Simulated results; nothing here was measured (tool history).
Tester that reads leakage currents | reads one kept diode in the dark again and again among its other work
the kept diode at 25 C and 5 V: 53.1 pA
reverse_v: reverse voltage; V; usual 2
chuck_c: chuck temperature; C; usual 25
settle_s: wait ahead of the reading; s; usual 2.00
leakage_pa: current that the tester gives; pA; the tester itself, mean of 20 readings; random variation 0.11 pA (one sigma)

run 1 hour=0.0 | reverse_v=2 chuck_c=25 settle_s=2.00 | leakage_pa=34.14
run 2 hour=133.2 | reverse_v=2 chuck_c=25 settle_s=2.00 | leakage_pa=34.29
run 3 hour=200.4 | reverse_v=2 chuck_c=22 settle_s=2.00 | leakage_pa=26.95
run 4 hour=268.0 | reverse_v=2 chuck_c=25 settle_s=0.87 | leakage_pa=34.56
run 5 hour=395.7 | reverse_v=2 chuck_c=25 settle_s=0.87 | leakage_pa=34.42
run 6 hour=521.8 | reverse_v=2 chuck_c=25 settle_s=2.00 | leakage_pa=34.16
run 7 hour=633.6 | reverse_v=2 chuck_c=25 settle_s=2.00 | leakage_pa=33.98
run 8 hour=695.6 | reverse_v=2 chuck_c=25 settle_s=2.00 | leakage_pa=33.97

Run 9 comes next. What will it give?
run 9 hour=779.3 | reverse_v=2 chuck_c=25 settle_s=2.00 | leakage_pa=?

{"run 9": {"leakage_pa": 34.02}}
Without the tool's hidden state the same run would have given leakage_pa 33.98 pA.
